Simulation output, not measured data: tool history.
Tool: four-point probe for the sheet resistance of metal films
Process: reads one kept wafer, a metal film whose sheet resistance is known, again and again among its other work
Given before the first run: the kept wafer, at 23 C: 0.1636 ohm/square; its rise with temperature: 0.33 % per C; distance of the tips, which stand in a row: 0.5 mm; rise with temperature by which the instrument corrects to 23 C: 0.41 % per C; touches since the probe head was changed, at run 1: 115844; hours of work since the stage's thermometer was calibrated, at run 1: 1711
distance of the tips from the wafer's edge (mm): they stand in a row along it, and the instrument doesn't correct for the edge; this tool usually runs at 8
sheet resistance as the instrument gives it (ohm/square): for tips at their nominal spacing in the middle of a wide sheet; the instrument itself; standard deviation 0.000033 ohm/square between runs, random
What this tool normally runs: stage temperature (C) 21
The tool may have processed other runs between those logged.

run,day,stage temperature (C),distance of the tips from the wafer's edge (mm),touches since the probe head was changed,hours of work since the stage's thermometer was calibrated,sheet resistance as the instrument gives it (ohm/square)
1,0.000,21,8,115844,1711,0.164722
2,1.408,21,26,117967,1735,0.164489
3,2.871,21,18,120171,1760,0.164471
4,4.621,21,8,122807,1790,0.164776
5,6.679,29,8,125908,1825,0.163764
6,8.212,21,8,128219,1851,0.164834
7,10.329,21,8,131410,1887,0.164813
8,13.471,19,8,136142,1941,0.165228
9,16.750,19,8,141084,1997,0.165198
10,19.208,19,8,144792,2039,0.165266
11,21.467,21,23,148194,2077,0.164677
12,24.575,21,23,152874,2130,0.164757
13,26.821,21,23,156257,2169,0.164702
14,29.642,21,23,160514,2217,0.164802
15,31.167,19,8,162812,2243,0.165453
16,34.038,19,8,167135,2292,0.165452
# day 34.712: stage's thermometer calibrated
17,36.125,29,8,170250,24,0.163588
18,39.050,29,8,174654,74,0.163644
19,41.388,21,8,178180,114,0.164807
20,44.625,25,8,183058,169,0.164249
21,47.129,25,8,186829,212,0.164301
22,49.292,25,8,190090,249,0.164323
23,51.842,23,32,193930,292,0.164351
24,54.062,23,32,197278,330,0.164251

For run 25, what comes out?
25,55.888,30,4,200032,361,?

{"run 25": {"sheet resistance as the instrument gives it (ohm/square)": 0.164673}}
The same run, on a tool lacking any hidden state, would have yielded sheet resistance as the instrument gives it (ohm/square) 0.163944.
